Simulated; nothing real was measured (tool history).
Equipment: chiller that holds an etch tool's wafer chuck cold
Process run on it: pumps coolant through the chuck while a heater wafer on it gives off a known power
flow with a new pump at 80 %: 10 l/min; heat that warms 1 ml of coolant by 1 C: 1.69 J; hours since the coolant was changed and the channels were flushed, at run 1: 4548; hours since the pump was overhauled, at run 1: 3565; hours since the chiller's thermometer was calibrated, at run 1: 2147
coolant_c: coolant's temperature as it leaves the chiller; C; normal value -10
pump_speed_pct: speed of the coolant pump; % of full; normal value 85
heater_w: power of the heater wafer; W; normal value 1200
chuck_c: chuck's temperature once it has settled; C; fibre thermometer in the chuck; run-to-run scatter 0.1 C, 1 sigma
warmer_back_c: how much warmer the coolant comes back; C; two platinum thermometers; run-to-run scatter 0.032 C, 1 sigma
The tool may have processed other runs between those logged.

run    hour  coolant_c  pump_speed_pct  heater_w  hours since the coolant was changed and the channels were flushed  hours since the pump was overhauled  hours since the chiller's thermometer was calibrated  chuck_c  warmer_back_c
  1     0.0        -10              85      1200                                                               4548                                 3565                                                  2147      0.0           4.39
  2   116.6        -10              96      1200                                                               4665                                 3682                                                  2263     -0.7           3.94
  3   265.7        -10              96      1200                                                               4814                                 3831                                                  2413     -0.7           3.90
      439.4  -- coolant changed, channels flushed
  4   490.2        -10              96      1200                                                                 51                                 4049                                                  2631     -1.4           3.98
  5   676.4        -10              96      1200                                                                237                                 4235                                                  2817     -0.9           4.00
  6   891.7        -10              85      1241                                                                452                                 4451                                                  3033      0.0           4.70
  7  1044.8        -14              85      1200                                                                605                                 4604                                                  3186     -4.3           4.56
  8  1163.1        -14              85      1200                                                                724                                 4722                                                  3304     -3.9           4.55
  9  1301.1        -14              85      1200                                                                862                                 4860                                                  3442     -4.0           4.57
     1486.0  -- chiller's thermometer calibrated
 10  1486.0        -10              85       642                                                               1046                                 5044                                                     0     -5.2           2.50
 11  1636.9        -10              85       642                                                               1196                                 5195                                                   151     -5.0           2.47
 12  1741.6         -8              85      1200                                                               1301                                 5300                                                   256      1.4           4.67
 13  1858.6        -16              85      1200                                                               1418                                 5417                                                   373     -6.3           4.70
 14  1979.5        -16              85      1200                                                               1539                                 5538                                                   494     -6.5           4.68
 15  2108.2         -6              68       848                                                               1668                                 5666                                                   622      1.9           4.19
 16  2219.9        -19              65      1200                                                               1779                                 5778                                                   734     -7.3           6.19
 17  2421.6        -17              76      1391                                                               1981                                 5980                                                   936     -4.7           6.17
     2474.2  -- coolant pump overhauled
 18  2614.1        -10              68       619                                                               2169                                  140                                                  1123     -4.6           2.59
 19  2798.4         -2              78       718                                                               2353                                  324                                                  1307      3.6           2.64
 20  2919.6         -2              78       648                                                               2474                                  445                                                  1429      3.2           2.34
 21  3145.4         -2              78       648                                                               2700                                  671                                                  1654      3.4           2.41
 22  3250.9         -7              85      1200                                                               2805                                  777                                                  1760      2.0           4.16
 23  3482.8         -7              85      1200                                                               3037                                 1009                                                  1992      2.0           4.08
 24  3718.0         -7              85      1200                                                               3273                                 1244                                                  2227      2.4           4.12
 25  3945.0        -10              77       712                                                               3500                                 1471                                                  2454     -4.0           2.71
 26  4073.5         -5              99       635                                                               3628                                 1599                                                  2583     -0.3           1.91
 27  4301.9         -2              71      1649                                                               3857                                 1828                                                  2811     12.9           6.91
 28  4455.1         -2              91      1270                                                               4010                                 1981                                                  2964      7.7           4.21

5 ways to go on from here, each from the tool as it stands after run 28. What would each give?
  A  4562.8          0              82      1044                                                               4117                                 2089                                                  3072        ?              ?
  B  4562.8        -15              84      1270                                                               4117                                 2089                                                  3072        ?              ?
  C  4562.8         -8              94      1270                                                               4117                                 2089                                                  3072        ?              ?
  D  4562.8        -16              72       998                                                               4117                                 2089                                                  3072        ?              ?
  E  4562.8         -3              85       812                                                               4117                                 2089                                                  3072        ?              ?

run  chuck_c  warmer_back_c
  A      8.7           3.79
  B     -4.7           4.57
  C      1.4           4.04
  D     -6.9           4.13
  E      3.8           2.83
The same runs, with their run-to-run variation unchanged, on a tool lacking any hidden condition would have given:
run  chuck_c  warmer_back_c
  A      7.4           3.58
  B     -6.2           4.33
  C      0.0           3.82
  D     -8.3           3.90
  E      2.7           2.68
